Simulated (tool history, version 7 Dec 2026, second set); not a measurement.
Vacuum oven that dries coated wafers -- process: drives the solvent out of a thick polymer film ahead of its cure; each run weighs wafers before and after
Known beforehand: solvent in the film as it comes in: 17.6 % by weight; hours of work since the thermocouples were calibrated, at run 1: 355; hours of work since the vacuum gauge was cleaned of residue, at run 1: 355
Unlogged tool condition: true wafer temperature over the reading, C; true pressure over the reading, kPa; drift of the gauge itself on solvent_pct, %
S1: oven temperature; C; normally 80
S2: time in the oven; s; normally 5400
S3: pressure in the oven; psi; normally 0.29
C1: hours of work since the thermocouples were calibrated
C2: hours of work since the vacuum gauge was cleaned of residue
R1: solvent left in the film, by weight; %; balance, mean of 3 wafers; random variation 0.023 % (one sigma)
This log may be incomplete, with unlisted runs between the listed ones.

run   hour  S1    S2     S3   C1    C2    R1
  1      0  80  5400   0.29  355   355  1.56
  2  104.4  80  5400   0.29  427   427  1.44
  3  221.2  80  5400  0.331  507   507  1.52
  4    293  80  5400  0.331  556   556  1.53
  5  361.9  80  5400   0.29  603   603  1.42
  6  464.3  80  5400   0.29  674   674  1.42
  7  567.9  80  5400   0.29  745   745  1.39
  8  629.2  80  5400   0.29  787   787   1.4
  9  729.1  93  5400  0.483  855   855  0.66
       769  -- oven's thermocouples calibrated
 10  794.5  91  5640   0.29   17   899  0.45
 11  846.3  80  8880   0.29   53   934   0.9
 12  951.1  79  6660   0.29  125  1006  1.47
 13   1068  80  8580  0.615  205  1086  1.64
 14   1128  80  4320  0.615  246  1127  3.05

Here are 4 independent what-if runs from the current tool condition. What would each one return?
  A  1246.2  93  5100  0.419  327  1208   ?
  B  1246.2  82  4320  0.615  327  1208   ?
  C  1246.2  80  7440  0.615  327  1208   ?
  D  1246.2  92  6780   0.29  327  1208   ?

run    R1
  A  0.62
  B   2.4
  C  1.81
  D  0.52
With the hidden condition removed and each run's random variation left untouched, the same runs would have given:
run    R1
  A   0.6
  B   2.5
  C  1.84
  D  0.49
